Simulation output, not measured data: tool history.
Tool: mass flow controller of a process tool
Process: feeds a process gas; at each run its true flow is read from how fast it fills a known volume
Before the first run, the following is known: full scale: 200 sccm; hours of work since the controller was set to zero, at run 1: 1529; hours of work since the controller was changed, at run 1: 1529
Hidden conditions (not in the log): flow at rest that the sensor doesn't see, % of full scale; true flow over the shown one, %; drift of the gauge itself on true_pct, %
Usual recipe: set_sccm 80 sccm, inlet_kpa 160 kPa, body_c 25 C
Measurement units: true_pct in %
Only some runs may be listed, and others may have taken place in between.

run,hour,set_sccm,inlet_kpa,body_c,hours of work since the controller was set to zero,hours of work since the controller was changed,true_pct
1,0,80,160,25,1529,1529,98.22
2,67.6,80,160,22,1574,1574,98.56
3,135.7,80,160,22,1619,1619,98.67
4,189.2,80,160,22,1655,1655,98.77
5,239.8,80,160,25,1689,1689,98.42
6,315.2,80,160,25,1739,1739,98.42
7,348.1,80,160,25,1761,1761,98.62
8,416.4,80,160,25,1806,1806,98.63
9,494.8,80,160,25,1858,1858,98.69
10,548.6,80,169,25,1894,1894,98.88
11,589.7,53,236,39,1922,1922,97.35
12,659,55,160,25,1968,1968,98.5
13,724.1,55,160,25,2011,2011,98.56
14,791,68,172,26,2056,2056,98.72
15,862.9,134,141,29,2104,2104,99.24
16,925.9,88,160,25,2146,2146,99.13
17,987.1,88,160,25,2186,2186,99.35

Alternative continuations, all from the tool just after run 17; predict every row:
A,1038.7,26,236,36,2221,2221,?
B,1038.7,80,160,36,2221,2221,?
C,1038.7,40,160,30,2221,2221,?

run,true_pct
A,97.72
B,98.2
C,98.09
With no hidden state in the tool, these same runs would have given:
run,true_pct
A,96.74
B,97.22
C,97.11

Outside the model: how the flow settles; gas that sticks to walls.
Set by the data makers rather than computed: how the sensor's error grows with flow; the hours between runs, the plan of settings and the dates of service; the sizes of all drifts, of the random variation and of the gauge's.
